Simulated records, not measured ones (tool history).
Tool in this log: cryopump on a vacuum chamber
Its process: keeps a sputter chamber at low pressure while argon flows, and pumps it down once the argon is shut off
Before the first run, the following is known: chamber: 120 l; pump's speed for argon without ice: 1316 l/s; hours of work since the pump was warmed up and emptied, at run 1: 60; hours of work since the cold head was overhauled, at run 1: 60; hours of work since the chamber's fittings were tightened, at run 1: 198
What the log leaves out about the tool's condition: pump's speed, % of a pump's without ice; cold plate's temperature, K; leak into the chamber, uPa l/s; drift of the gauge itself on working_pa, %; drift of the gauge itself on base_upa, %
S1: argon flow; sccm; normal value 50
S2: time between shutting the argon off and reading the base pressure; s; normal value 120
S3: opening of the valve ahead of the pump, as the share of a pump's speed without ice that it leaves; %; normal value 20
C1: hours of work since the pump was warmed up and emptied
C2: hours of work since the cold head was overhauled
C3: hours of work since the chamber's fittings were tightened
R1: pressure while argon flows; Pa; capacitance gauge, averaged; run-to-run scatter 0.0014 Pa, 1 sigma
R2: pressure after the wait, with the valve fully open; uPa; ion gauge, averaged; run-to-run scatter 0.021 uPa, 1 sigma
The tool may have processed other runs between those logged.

Run 1, hour 0: usual settings; C1 60; C2 60; C3 198. Result: R1 0.3218 Pa, R2 1.1 uPa.
Run 2, hour 35.5: usual settings; C1 80; C2 80; C3 219. Result: R1 0.3246 Pa, R2 1.13 uPa.
Run 3, hour 73.9: usual settings; C1 102; C2 102; C3 241. Result: R1 0.3256 Pa, R2 1.21 uPa.
Run 4, hour 99.9: usual settings but S2 244 s; C1 117; C2 117; C3 256. Result: R1 0.3253 Pa, R2 1.05 uPa.
Run 5, hour 137.5: usual settings; C1 139; C2 139; C3 278. Result: R1 0.3238 Pa, R2 1.31 uPa.
Run 6, hour 172.4: usual settings; C1 159; C2 159; C3 298. Result: R1 0.3261 Pa, R2 1.32 uPa.
Run 7, hour 214.1: usual settings but S1 63 sccm; C1 183; C2 183; C3 322. Result: R1 0.4068 Pa, R2 1.53 uPa.
Run 8, hour 237.9: usual settings but S1 63 sccm; C1 197; C2 197; C3 335. Result: R1 0.4135 Pa, R2 1.52 uPa.
Run 9, hour 258.8: usual settings but S1 63 sccm, S3 22 %; C1 209; C2 209; C3 347. Result: R1 0.375 Pa, R2 1.54 uPa.
Run 10, hour 286.3: usual settings; C1 224; C2 224; C3 363. Result: R1 0.3286 Pa, R2 1.63 uPa.
Run 11, hour 327.3: usual settings; C1 248; C2 248; C3 387. Result: R1 0.3278 Pa, R2 1.79 uPa.
Run 12, hour 356.7: usual settings; C1 265; C2 265; C3 404. Result: R1 0.3279 Pa, R2 1.72 uPa.
Run 13, hour 380.3: usual settings but S2 50 s; C1 279; C2 279; C3 417. Result: R1 0.3301 Pa, R2 2.25 uPa.
Run 14, hour 412.8: usual settings; C1 297; C2 297; C3 436. Result: R1 0.3305 Pa, R2 1.85 uPa.
Run 15, hour 440.5: usual settings but S1 41 sccm; C1 313; C2 313; C3 452. Result: R1 0.27 Pa, R2 1.92 uPa.
Run 16, hour 476.7: usual settings; C1 334; C2 334; C3 473. Result: R1 0.3325 Pa, R2 2.06 uPa.
Run 17, hour 524.5: usual settings; C1 362; C2 362; C3 500. Result: R1 0.3309 Pa, R2 2.2 uPa.
Run 18, hour 574.6: usual settings; C1 390; C2 390; C3 529. Result: R1 0.3316 Pa, R2 2.33 uPa.
Run 19, hour 601.9: usual settings but S1 61 sccm, S2 98 s, S3 41 %; C1 406; C2 406; C3 545. Result: R1 0.2049 Pa, R2 2.34 uPa.
Run 20, hour 643.1: usual settings but S1 24 sccm, S2 63 s, S3 40 %; C1 430; C2 430; C3 569. Result: R1 0.0834 Pa, R2 2.64 uPa.
Run 21, hour 670.5: usual settings but S1 24 sccm, S2 63 s, S3 40 %; C1 446; C2 446; C3 584. Result: R1 0.0843 Pa, R2 2.79 uPa.
Run 22, hour 695.3: usual settings but S1 55 sccm, S2 92 s, S3 27 %; C1 460; C2 460; C3 599. Result: R1 0.2783 Pa, R2 2.67 uPa.
Run 23, hour 739.2: usual settings but S1 55 sccm, S2 92 s, S3 27 %; C1 485; C2 485; C3 624. Result: R1 0.2793 Pa, R2 2.79 uPa.
Run 24, hour 768.1: usual settings but S1 55 sccm, S2 92 s, S3 27 %; C1 502; C2 502; C3 641. Result: R1 0.2809 Pa, R2 2.81 uPa.
Run 25, hour 817: usual settings but S1 51 sccm, S2 49 s, S3 28 %; C1 530; C2 530; C3 669. Result: R1 0.2522 Pa, R2 3.34 uPa.
Run 26, hour 841.7: usual settings but S1 65 sccm, S3 16 %; C1 544; C2 544; C3 683. Result: R1 0.5493 Pa, R2 2.88 uPa.
Run 27, hour 884.1: usual settings but S1 65 sccm, S3 16 %; C1 569; C2 569; C3 707. Result: R1 0.5488 Pa, R2 3.16 uPa.
Run 28, hour 912.9: usual settings but S1 65 sccm, S2 36 s, S3 16 %; C1 585; C2 585; C3 724. Result: R1 0.5517 Pa, R2 3.94 uPa.
Run 29, hour 955.7: usual settings but S1 32 sccm, S2 90 s, S3 59 %; C1 610; C2 610; C3 749. Result: R1 0.0831 Pa, R2 3.44 uPa.
Run 30, hour 1004.6: usual settings but S1 32 sccm, S2 90 s, S3 59 %; C1 638; C2 638; C3 777. Result: R1 0.0841 Pa, R2 3.57 uPa.
Run 31, hour 1028.1: usual settings but S1 32 sccm, S2 90 s, S3 59 %; C1 651; C2 651; C3 790. Result: R1 0.085 Pa, R2 3.65 uPa.
Run 32, hour 1062.2: usual settings but S1 32 sccm, S2 90 s, S3 59 %; C1 671; C2 671; C3 810. Result: R1 0.0853 Pa, R2 3.84 uPa.
Run 33, hour 1099.1: usual settings but S1 32 sccm, S2 90 s, S3 59 %; C1 692; C2 692; C3 831. Result: R1 0.086 Pa, R2 3.87 uPa.

Consider 3 possible next runs. They are alternatives, not a sequence: every one starts from the tool as it was left by run 33. What does each give?
Run A, hour 1123.9: usual settings but S1 32 sccm, S2 90 s, S3 50 %; C1 707; C2 707; C3 845. Result: R1 ?, R2 ?.
Run B, hour 1123.9: usual settings but S1 66 sccm, S3 46 %; C1 707; C2 707; C3 845. Result: R1 ?, R2 ?.
Run C, hour 1123.9: usual settings but S1 32 sccm, S2 52 s, S3 59 %; C1 707; C2 707; C3 845. Result: R1 ?, R2 ?.

run      R1    R2
  A  0.0998  3.94
  B  0.2189  3.79
  C  0.0883  4.33
Without the tool's unlogged condition, the same runs would have read:
run      R1    R2
  A  0.0827  0.62
  B  0.1837  0.51
  C  0.0712  0.92
